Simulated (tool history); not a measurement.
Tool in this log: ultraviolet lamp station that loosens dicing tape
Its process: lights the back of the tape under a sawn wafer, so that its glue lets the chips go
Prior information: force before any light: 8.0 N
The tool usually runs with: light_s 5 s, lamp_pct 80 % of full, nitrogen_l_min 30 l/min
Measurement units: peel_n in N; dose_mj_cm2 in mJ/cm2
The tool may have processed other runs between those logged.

run	hour	light_s	lamp_pct	nitrogen_l_min	peel_n	dose_mj_cm2
1	0.0	5	80	30	0.765	200
2	28.6	5	80	30	0.784	203
3	54.4	5	80	30	0.790	195
# hour 59.0: window cleaned of glue's vapour
4	70.2	5	80	30	0.741	203
5	97.7	5	80	30	0.754	204
6	124.2	5	80	30	0.751	201
7	149.0	5	80	30	0.790	197
8	178.3	5	80	30	0.805	195
9	207.4	5	80	30	0.810	200
10	236.5	5	80	30	0.822	192
11	263.9	5	80	30	0.804	191
12	280.1	6	80	30	0.624	232
13	299.3	6	80	30	0.611	227
14	320.3	6	80	30	0.610	225
15	335.2	6	66	14	1.391	186
16	363.2	6	66	14	1.405	185
17	376.3	9	84	15	0.430	346
18	395.6	3	90	14	2.382	126
19	411.9	2	82	14	3.835	75
20	429.4	3	99	15	2.078	134
21	460.5	5	80	51	0.772	179
22	490.6	5	80	51	0.747	177
23	518.5	5	90	11	1.424	197
24	550.7	5	80	37	0.886	175

Alternative continuations, all from the tool just after run 24; predict every row:
A	566.5	5	80	24	?	?
B	566.5	6	72	33	?	?
C	566.5	4	70	54	?	?
D	566.5	5	88	11	?	?
E	566.5	7	80	37	?	?

run	peel_n	dose_mj_cm2
A	1.154	169
B	0.829	185
C	1.412	121
D	1.513	189
E	0.497	242
Without the tool's unlogged condition, the same runs would have read:
run	peel_n	dose_mj_cm2
A	0.518	266
B	0.380	291
C	0.644	190
D	0.704	296
E	0.283	379
